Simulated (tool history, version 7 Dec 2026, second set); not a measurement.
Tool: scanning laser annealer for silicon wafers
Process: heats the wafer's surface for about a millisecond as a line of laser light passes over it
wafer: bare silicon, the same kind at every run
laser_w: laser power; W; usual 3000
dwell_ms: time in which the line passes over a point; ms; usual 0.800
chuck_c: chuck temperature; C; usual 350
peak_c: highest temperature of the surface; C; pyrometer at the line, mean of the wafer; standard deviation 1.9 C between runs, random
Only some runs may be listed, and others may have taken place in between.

run,hour,laser_w,dwell_ms,chuck_c,peak_c
1,0.0,3000,0.800,350,1125
2,17.8,3000,0.800,350,1121
# hour 30.6: optics aligned, line set to its width
3,41.9,3000,0.800,350,1139
4,57.6,3000,0.800,350,1139
5,69.7,3000,0.800,350,1137
6,91.4,3000,0.800,350,1140
7,102.9,3000,0.800,356,1140
8,116.8,3000,0.800,356,1141
9,127.3,3000,0.800,356,1146
10,147.4,3000,0.800,356,1142
11,156.9,3000,0.800,350,1135
12,166.8,3000,0.800,350,1134
13,182.5,3000,0.800,350,1135
14,204.4,3000,0.800,350,1133
15,218.6,3000,0.800,350,1132
16,236.1,3000,0.800,350,1134
17,250.0,3000,0.800,350,1130
18,263.5,3008,0.800,350,1132
19,281.6,3008,0.800,350,1134
20,297.1,3008,0.800,350,1134
21,309.8,3008,0.800,350,1132
22,322.4,3008,0.586,346,1010
# hour 326.7: laser's power meter calibrated
23,339.6,2754,0.695,325,991
24,348.6,2929,0.695,315,1021
# hour 362.5: laser's power meter calibrated, once more
25,367.6,2944,0.676,381,1080
26,380.5,2976,0.613,350,1020
27,394.2,2976,0.613,350,1021
28,411.9,2727,0.717,319,989
29,433.0,2727,0.717,319,988
30,445.6,3000,0.800,339,1117
31,467.0,2646,0.800,351,1041
32,487.2,3151,0.800,365,1175
33,496.3,3151,0.800,365,1179
34,509.6,3226,0.877,372,1244
35,520.5,2956,0.996,368,1226
36,537.1,2946,0.892,368,1176
37,551.3,2739,0.900,330,1088
38,561.9,2739,0.900,330,1085
39,577.6,3000,0.655,350,1042
40,591.2,2740,0.751,314,1001
# hour 595.9: window over the wafer cleaned
41,608.8,3000,0.692,366,1105

Consider 4 possible next runs. They are alternatives, not a sequence: every one starts from the tool as it was left by run 41. What does each give?
A,622.9,2819,0.759,362,?
B,622.9,3000,0.692,338,?
C,622.9,3062,0.969,366,?
D,622.9,3000,0.831,355,?

run,peak_c
A,1093
B,1076
C,1266
D,1170
What these runs would have given with no unlogged condition in the tool:
run,peak_c
A,1102
B,1085
C,1278
D,1180
